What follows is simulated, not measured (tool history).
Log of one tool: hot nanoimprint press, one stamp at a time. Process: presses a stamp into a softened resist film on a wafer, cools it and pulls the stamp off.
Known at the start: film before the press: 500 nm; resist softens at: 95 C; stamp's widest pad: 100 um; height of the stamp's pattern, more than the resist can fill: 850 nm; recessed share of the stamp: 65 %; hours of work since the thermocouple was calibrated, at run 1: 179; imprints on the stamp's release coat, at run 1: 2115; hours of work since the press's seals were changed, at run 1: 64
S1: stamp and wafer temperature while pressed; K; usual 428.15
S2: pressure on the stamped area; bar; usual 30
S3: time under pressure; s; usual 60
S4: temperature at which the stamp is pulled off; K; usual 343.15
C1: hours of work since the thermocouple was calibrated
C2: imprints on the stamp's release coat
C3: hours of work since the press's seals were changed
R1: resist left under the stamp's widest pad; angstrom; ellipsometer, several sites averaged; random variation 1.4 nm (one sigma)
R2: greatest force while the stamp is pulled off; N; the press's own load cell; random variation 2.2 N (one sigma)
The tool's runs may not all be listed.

run    hour      S1    S2   S3      S4   C1    C2   C3    R1   R2
  1       0  428.15    30   60  343.15  179  2115   64  2129   96
  2    47.9  428.15    30   60  343.15  207  2238   92  2153   95
       64.5  -- stamp cleaned and given a new release coat
  3   122.4  428.15    30   60  343.15  247   149  132  2118   99
  4   162.1  420.15    30   60  343.15  270   251  155  3028   99
  5   215.9  420.15    30   60  343.15  301   389  186  3007   99
  6   283.4  420.15    30   60  343.15  340   562  225  3040   96
        293  -- plate thermocouple calibrated
  7   332.7  420.15    30   60  343.15   23   681  252  2995   97
  8   392.4  420.15    30   60  343.15   58   835  287  3023  101
  9   420.7  424.15    30   60  343.15   74   908  303  2534   99
 10   472.2  428.15  35.1   60  343.15  104  1040  333  1951   96
 11   504.8  428.15    30   60  338.15  123  1124  352  2102  116
 12   552.5  427.15    30   60  343.15  151  1246  380  2196   98
 13   594.2  427.15    30   60  343.15  175  1353  404  2230   97
 14   631.4  427.15    30   93  343.15  197  1449  426  1852  100
 15   686.8  428.15    30   60  343.15  229  1591  458  2130  100
 16   735.8  428.15  40.7   60  336.15  257  1717  486  1817  118
 17   786.5  439.15  21.2   36  338.15  287  1847  516  1881  112
 18   852.2  428.15  40.8   60  336.15  325  2016  554  1813  118
      889.9  -- plate thermocouple calibrated
 19   905.6  428.15    30   83  343.15    9  2145  583  1873   99
 20   937.9  424.15    30  103  346.15   28  2228  602  2084   89
      961.5  -- stamp cleaned and given a new release coat
 21   980.9  428.15  29.5   39  347.15   49    50  624  2488   90
 22  1044.3  422.15    30   45  343.15   86   213  660  3042   96
 23  1075.1  420.15    30  101  343.15  104   292  678  2557   95
 24  1142.7  420.15  25.6   95  331.15  143   466  718  2798  124
 25  1171.6  420.15  25.6   95  331.15  160   540  734  2749  124
 26  1237.8  417.15  29.1   45  345.15  199   710  773  3662   95
 27  1307.3  418.15  29.1   45  350.15  239   889  813  3589   80
 28  1371.6  418.15  29.1   45  350.15  276  1054  851  3551   81
 29  1406.3  418.15  29.1   45  350.15  296  1143  871  3581   81
 30  1458.2  418.15  20.2   33  348.15  327  1276  901  4137   85

4 ways to go on from here, each from the tool as it stands after run 30. What would each give?
       1493  -- plate thermocouple calibrated
  A  1522.9  418.15  25.1  51  338.15  17  1435  937   ?   ?
       1493  -- plate thermocouple calibrated
  B  1522.9  433.15  20.2  33  346.15  17  1435  937   ?   ?
       1493  -- plate thermocouple calibrated
  C  1522.9  427.15  20.2  33  348.15  17  1435  937   ?   ?
       1493  -- plate thermocouple calibrated
  D  1522.9  424.15    19  60  343.15  17  1435  937   ?   ?

run    R1   R2
  A  3584  110
  B  2516   90
  C  3199   90
  D  3048  103
Without the tool's hidden state the same runs would have given:
run    R1   R2
  A  3583  109
  B  2515   89
  C  3198   89
  D  3047  102
